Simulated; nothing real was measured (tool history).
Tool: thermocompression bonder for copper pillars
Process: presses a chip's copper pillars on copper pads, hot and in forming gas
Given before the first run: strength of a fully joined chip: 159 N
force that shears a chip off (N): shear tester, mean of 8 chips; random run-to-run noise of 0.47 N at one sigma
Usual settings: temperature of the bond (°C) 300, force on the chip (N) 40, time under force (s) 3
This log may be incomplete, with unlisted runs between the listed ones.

run,hour,temperature of the bond (°C),force on the chip (N),time under force (s),force that shears a chip off (N)
1,0.0,300,40,3,81.4
2,62.8,300,40,5,95.8
3,109.5,300,40,5,96.8
4,145.8,300,49,3,92.5
5,213.7,300,49,3,91.6
6,256.3,300,49,3,91.0
7,295.4,300,40,3,80.6
8,360.4,300,40,3,79.8
9,410.6,300,40,3,80.2
# hour 443.7: forming gas filter changed
10,449.4,300,40,8,106.9
11,490.5,300,40,8,108.8
12,551.2,287,48,5,94.0
13,599.1,327,50,3,108.9
14,640.0,327,50,3,109.8
15,694.7,327,58,2,105.3
# hour 741.6: gauge calibrated
16,758.8,300,40,3,82.0
17,813.9,300,40,3,81.6
18,871.0,320,35,3,87.7
19,940.1,282,40,2,58.9
20,993.2,282,40,2,59.2
21,1053.0,282,43,3,72.2

Consider 5 possible next runs. They are alternatives, not a sequence: every one starts from the tool as it was left by run 21. What does each give?
A,1103.7,282,43,4,?
B,1103.7,282,41,3,?
C,1103.7,273,39,3,?
D,1103.7,282,43,3,?
E,1103.7,329,40,2,?

run,force that shears a chip off (N)
A,80.4
B,68.4
C,61.1
D,71.3
E,89.1
Stripped of hidden state, with their random variation kept, the same runs would have yielded:
run,force that shears a chip off (N)
A,81.6
B,69.5
C,62.1
D,72.4
E,90.4
